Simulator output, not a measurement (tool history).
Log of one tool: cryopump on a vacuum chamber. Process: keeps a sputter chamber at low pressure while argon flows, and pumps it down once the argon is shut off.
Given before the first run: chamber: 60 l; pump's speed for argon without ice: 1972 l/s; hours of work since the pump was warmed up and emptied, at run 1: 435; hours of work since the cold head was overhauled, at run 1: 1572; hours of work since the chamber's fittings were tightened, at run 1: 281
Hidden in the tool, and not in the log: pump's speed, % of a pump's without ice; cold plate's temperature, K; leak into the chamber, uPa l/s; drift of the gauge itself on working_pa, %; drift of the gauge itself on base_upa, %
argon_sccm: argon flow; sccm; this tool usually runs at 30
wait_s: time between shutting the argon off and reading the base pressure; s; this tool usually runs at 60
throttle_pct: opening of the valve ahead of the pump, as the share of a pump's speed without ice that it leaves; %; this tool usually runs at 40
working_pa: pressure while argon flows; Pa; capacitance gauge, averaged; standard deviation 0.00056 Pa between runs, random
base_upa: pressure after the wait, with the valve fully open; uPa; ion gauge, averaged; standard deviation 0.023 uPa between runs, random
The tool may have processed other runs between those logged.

run	day	argon_sccm	wait_s	throttle_pct	hours of work since the pump was warmed up and emptied	hours of work since the cold head was overhauled	hours of work since the chamber's fittings were tightened	working_pa	base_upa
1	0.000	30	60	40	435	1572	281	0.0720	1.05
2	4.162	30	129	40	483	1621	330	0.0744	0.81
# day 6.038: pump warmed up, emptied and cooled again
3	6.675	30	129	40	7	1648	357	0.0647	0.73
4	11.488	30	60	40	64	1704	413	0.0668	1.03
5	14.150	30	60	40	95	1735	444	0.0670	1.12
6	16.346	30	60	40	120	1760	470	0.0669	1.10
7	19.517	17	60	40	157	1797	506	0.0381	1.16
8	23.162	17	60	40	200	1840	549	0.0398	1.27
9	26.054	17	60	40	233	1874	583	0.0386	1.28
10	30.300	30	60	27	283	1923	632	0.1005	1.37
11	33.442	30	75	40	319	1960	669	0.0724	1.32
12	37.571	30	75	40	367	2008	717	0.0713	1.41
13	41.421	30	75	40	412	2053	762	0.0731	1.46
14	45.379	30	60	40	458	2099	808	0.0737	1.67
15	48.725	30	60	40	497	2138	847	0.0750	1.78
# day 49.146: pump warmed up, emptied and cooled again
16	53.558	32	30	38	51	2192	901	0.0737	2.03
17	57.546	25	20	40	98	2238	947	0.0560	2.60
18	60.958	25	20	40	138	2278	987	0.0559	2.77

Expected results for the next run?
# day 63.600: leaking fittings of the chamber tightened, without venting
19	64.688	15	121	18	180	2320	13	?	?

{"run 19": {"working_pa": 0.0724, "base_upa": 0.44}}
Were there no unlogged condition in the tool, this run, its random variation unchanged, would have produced working_pa 0.0704 Pa, base_upa 0.40 uPa.

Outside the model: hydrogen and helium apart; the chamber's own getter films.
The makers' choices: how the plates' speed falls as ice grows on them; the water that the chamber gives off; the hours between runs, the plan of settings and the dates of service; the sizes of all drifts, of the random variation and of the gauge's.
